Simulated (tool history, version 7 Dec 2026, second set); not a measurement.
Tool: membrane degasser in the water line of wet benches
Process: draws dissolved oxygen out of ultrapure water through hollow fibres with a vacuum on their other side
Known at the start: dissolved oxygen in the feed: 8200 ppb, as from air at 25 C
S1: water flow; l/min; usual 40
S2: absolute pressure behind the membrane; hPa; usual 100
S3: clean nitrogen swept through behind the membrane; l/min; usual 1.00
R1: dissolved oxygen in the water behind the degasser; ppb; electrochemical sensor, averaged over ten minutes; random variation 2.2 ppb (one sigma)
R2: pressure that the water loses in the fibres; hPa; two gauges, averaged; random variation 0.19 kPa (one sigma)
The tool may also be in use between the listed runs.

| run | hour | S1 | S2 | S3 | R1 | R2 |
|---|---|---|---|---|---|---|
| 1 | 0.0 | 40 | 100 | 1.00 | 527.3 | 406.3 |
| 2 | 68.2 | 40 | 100 | 1.00 | 529.3 | 402.8 |
| 3 | 207.5 | 40 | 100 | 1.35 | 420.4 | 408.2 |
| 4 | 309.1 | 40 | 100 | 1.35 | 417.6 | 407.5 |
| 5 | 399.3 | 40 | 100 | 0.48 | 875.1 | 404.1 |
| 6 | 491.2 | 40 | 100 | 0.48 | 872.3 | 405.5 |
| 7 | 567.0 | 40 | 100 | 1.00 | 530.1 | 407.4 |
| 8 | 655.2 | 40 | 100 | 1.00 | 531.8 | 408.3 |
| 9 | 801.0 | 40 | 100 | 1.00 | 535.0 | 406.1 |
| 10 | 910.3 | 40 | 100 | 1.00 | 530.2 | 411.5 |
| 11 | 1057.7 | 40 | 100 | 1.00 | 529.7 | 410.4 |
| 12 | 1174.3 | 40 | 100 | 1.00 | 529.3 | 408.0 |
| 13 | 1298.0 | 40 | 100 | 1.00 | 528.5 | 412.0 |
| 14 | 1425.6 | 40 | 100 | 1.00 | 535.2 | 410.8 |
| 15 | 1535.9 | 40 | 100 | 1.57 | 373.9 | 409.6 |
| 16 | 1651.9 | 40 | 100 | 1.57 | 374.2 | 411.8 |
| 17 | 1788.9 | 27 | 87 | 0.45 | 577.6 | 274.9 |
| 18 | 1905.0 | 27 | 87 | 0.45 | 578.0 | 279.0 |
| 19 | 1987.1 | 27 | 65 | 0.45 | 359.3 | 277.5 |
|  | 1999.3 | vacuum gauge calibrated |
| 20 | 2108.3 | 58 | 100 | 1.00 | 728.7 | 593.7 |
| 21 | 2175.1 | 40 | 107 | 1.00 | 588.7 | 412.5 |
| 22 | 2324.2 | 28 | 126 | 1.33 | 434.2 | 292.8 |
| 23 | 2450.5 | 28 | 126 | 1.33 | 430.6 | 285.8 |
| 24 | 2556.5 | 39 | 204 | 1.78 | 779.0 | 402.2 |
| 25 | 2661.2 | 31 | 186 | 1.00 | 930.4 | 320.3 |
| 26 | 2787.3 | 31 | 186 | 1.00 | 921.1 | 319.5 |
|  | 2857.1 | vacuum gauge calibrated, once more |
| 27 | 2891.0 | 25 | 148 | 1.00 | 594.2 | 258.7 |
| 28 | 3026.9 | 40 | 100 | 2.29 | 270.5 | 414.8 |
| 29 | 3124.2 | 49 | 158 | 1.00 | 1086.9 | 505.8 |
| 30 | 3264.1 | 49 | 196 | 0.74 | 1645.7 | 507.5 |
| 31 | 3375.0 | 49 | 196 | 0.74 | 1645.1 | 509.3 |

Measured less the same run without the tool's hidden state. The same run-to-run variation is in both; the gauge's scatter may not be:
The hidden state here: membrane still open, %; true pressure behind the membrane over the reading, kPa; air that leaks in behind the membrane, l/min; drift of the gauge itself on oxygen_ppb, %; drift of the gauge itself on loss_of_pressure_kpa, %.
| run | R1 | R2 |
|---|---|---|
| 1 | +4.4 | +10.2 |
| 2 | +4.5 | +10.3 |
| 3 | +4.8 | +10.7 |
| 4 | +5.0 | +11.0 |
| 5 | +3.0 | +11.2 |
| 6 | +3.4 | +11.3 |
| 7 | +5.8 | +11.5 |
| 8 | +6.1 | +11.8 |
| 9 | +6.5 | +12.1 |
| 10 | +6.6 | +12.4 |
| 11 | +7.0 | +12.7 |
| 12 | +7.3 | +13.0 |
| 13 | +7.6 | +13.3 |
| 14 | +7.9 | +13.5 |
| 15 | +7.4 | +13.8 |
| 16 | +7.6 | +14.2 |
| 17 | +6.9 | +9.7 |
| 18 | +7.2 | +9.9 |
| 19 | +8.6 | +10.0 |
| 20 | +19.9 | +22.1 |
| 21 | +13.7 | +15.4 |
| 22 | +10.7 | +11.1 |
| 23 | +10.7 | +11.3 |
| 24 | +12.9 | +15.9 |
| 25 | +14.0 | +12.8 |
| 26 | +14.1 | +13.1 |
| 27 | +5.4 | +10.7 |
| 28 | +4.8 | +17.6 |
| 29 | +5.6 | +21.8 |
| 30 | +2.2 | +22.2 |
| 31 | +2.5 | +22.5 |
